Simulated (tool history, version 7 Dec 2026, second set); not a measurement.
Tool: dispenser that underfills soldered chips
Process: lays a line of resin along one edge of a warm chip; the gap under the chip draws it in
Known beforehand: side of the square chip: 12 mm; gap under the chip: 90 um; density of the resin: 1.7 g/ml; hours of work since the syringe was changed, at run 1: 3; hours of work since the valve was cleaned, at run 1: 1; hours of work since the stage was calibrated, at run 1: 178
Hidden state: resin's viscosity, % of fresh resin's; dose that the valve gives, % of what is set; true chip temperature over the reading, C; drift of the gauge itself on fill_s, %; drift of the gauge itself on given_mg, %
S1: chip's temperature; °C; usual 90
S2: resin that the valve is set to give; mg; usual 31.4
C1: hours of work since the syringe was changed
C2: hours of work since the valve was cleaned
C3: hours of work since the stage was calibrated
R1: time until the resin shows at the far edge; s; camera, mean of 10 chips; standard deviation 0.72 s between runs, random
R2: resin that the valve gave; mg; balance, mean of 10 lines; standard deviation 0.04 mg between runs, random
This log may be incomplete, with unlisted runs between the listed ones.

| run | hour | S1 | S2 | C1 | C2 | C3 | R1 | R2 |
|---|---|---|---|---|---|---|---|---|
| 1 | 0.0 | 90 | 31.4 | 3 | 1 | 178 | 82.6 | 31.48 |
|  | 5.1 | new syringe of resin |
| 2 | 7.0 | 90 | 31.4 | 1 | 6 | 183 | 76.2 | 31.41 |
| 3 | 12.3 | 82 | 31.4 | 6 | 10 | 187 | 140.9 | 31.33 |
|  | 13.9 | new syringe of resin |
| 4 | 18.5 | 82 | 31.4 | 4 | 15 | 192 | 119.0 | 31.28 |
|  | 22.3 | new syringe of resin |
| 5 | 25.2 | 77 | 31.4 | 2 | 20 | 197 | 126.4 | 31.19 |
|  | 31.0 | new syringe of resin |
| 6 | 33.2 | 77 | 31.4 | 2 | 26 | 203 | 123.1 | 31.19 |
|  | 39.6 | new syringe of resin |
| 7 | 39.6 | 77 | 31.4 | 0 | 31 | 207 | 109.7 | 31.08 |
| 8 | 46.8 | 77 | 31.4 | 6 | 36 | 213 | 168.9 | 30.95 |
|  | 48.0 | new syringe of resin |
| 9 | 51.8 | 77 | 31.4 | 3 | 40 | 217 | 143.5 | 30.96 |
|  | 56.5 | new syringe of resin |
| 10 | 57.5 | 99 | 31.4 | 1 | 44 | 221 | 54.6 | 30.90 |
| 11 | 61.7 | 90 | 31.4 | 4 | 48 | 224 | 97.0 | 30.87 |
|  | 65.2 | new syringe of resin |
| 12 | 67.0 | 90 | 30.4 | 1 | 52 | 228 | 76.0 | 29.78 |
| 13 | 71.6 | 90 | 40.3 | 5 | 55 | 232 | 100.1 | 39.45 |
|  | 73.9 | new syringe of resin |
|  | 80.3 | dispensing valve cleaned and set on the balance |
| 14 | 80.8 | 105 | 40.3 | 5 | 0 | 238 | 57.9 | 40.11 |
|  | 83.8 | new syringe of resin |
| 15 | 86.4 | 105 | 40.3 | 2 | 4 | 242 | 47.1 | 39.98 |
| 16 | 90.4 | 90 | 34.5 | 5 | 8 | 245 | 100.4 | 34.34 |
|  | 92.3 | new syringe of resin |
| 17 | 96.0 | 90 | 34.5 | 3 | 12 | 249 | 83.7 | 34.16 |
| 18 | 100.3 | 99 | 36.2 | 6 | 15 | 253 | 79.8 | 35.82 |
|  | 101.4 | new syringe of resin |
| 19 | 109.0 | 99 | 36.2 | 6 | 22 | 259 | 79.4 | 35.61 |
|  | 110.2 | new syringe of resin |
| 20 | 117.7 | 104 | 36.2 | 6 | 28 | 266 | 65.4 | 35.64 |
|  | 118.8 | new syringe of resin |
| 21 | 126.6 | 79 | 28.7 | 6 | 35 | 272 | 166.0 | 28.11 |
|  | 127.4 | new syringe of resin |
| 22 | 130.9 | 79 | 28.7 | 3 | 38 | 276 | 127.5 | 28.06 |
|  | 136.2 | new syringe of resin |
| 23 | 137.6 | 79 | 28.7 | 1 | 43 | 281 | 112.5 | 28.08 |
| 24 | 144.1 | 79 | 28.7 | 6 | 48 | 286 | 174.9 | 27.86 |
|  | 144.9 | new syringe of resin |
| 25 | 148.6 | 79 | 28.7 | 3 | 51 | 289 | 133.0 | 27.88 |
|  | 153.8 | new syringe of resin |
| 26 | 156.1 | 96 | 35.3 | 2 | 57 | 295 | 61.1 | 34.27 |
|  | 162.3 | dispensing valve cleaned and set on the balance |
|  | 163.3 | new syringe of resin |
| 27 | 163.3 | 94 | 29.0 | 0 | 1 | 299 | 60.6 | 28.92 |
| 28 | 169.0 | 94 | 29.0 | 4 | 5 | 304 | 89.6 | 28.94 |
|  | 172.1 | new syringe of resin |
| 29 | 175.3 | 103 | 28.7 | 3 | 10 | 308 | 56.1 | 28.52 |
|  | 180.4 | new syringe of resin |
| 30 | 181.4 | 103 | 28.7 | 1 | 14 | 313 | 46.6 | 28.51 |
|  | 188.2 | stage's temperature calibrated |
|  | 190.4 | new syringe of resin |
| 31 | 191.6 | 93 | 33.2 | 1 | 21 | 2 | 63.8 | 32.84 |
|  | 199.4 | new syringe of resin |
| 32 | 199.9 | 102 | 30.8 | 0 | 27 | 9 | 45.4 | 30.37 |
| 33 | 206.8 | 102 | 30.8 | 6 | 33 | 14 | 70.1 | 30.30 |
|  | 208.3 | new syringe of resin |
| 34 | 216.1 | 102 | 30.8 | 6 | 40 | 21 | 72.7 | 30.19 |

4 ways to go on from here, each from the tool as it stands after run 34. What would each give?
|  | 216.8 | new syringe of resin |
| A | 223.3 | 102 | 37.3 | 5 | 45 | 27 | ? | ? |
|  | 216.8 | new syringe of resin |
| B | 223.3 | 95 | 31.6 | 5 | 45 | 27 | ? | ? |
|  | 216.8 | new syringe of resin |
| C | 223.3 | 79 | 31.4 | 5 | 45 | 27 | ? | ? |
|  | 216.8 | new syringe of resin |
| D | 223.3 | 76 | 31.4 | 5 | 45 | 27 | ? | ? |

| run | R1 | R2 |
|---|---|---|
| A | 65.6 | 36.46 |
| B | 85.0 | 30.89 |
| C | 150.6 | 30.70 |
| D | 166.9 | 30.68 |
Without the tool's hidden state the same runs would have given:
| run | R1 | R2 |
|---|---|---|
| A | 42.6 | 37.27 |
| B | 55.2 | 31.58 |
| C | 97.8 | 31.38 |
| D | 108.4 | 31.36 |

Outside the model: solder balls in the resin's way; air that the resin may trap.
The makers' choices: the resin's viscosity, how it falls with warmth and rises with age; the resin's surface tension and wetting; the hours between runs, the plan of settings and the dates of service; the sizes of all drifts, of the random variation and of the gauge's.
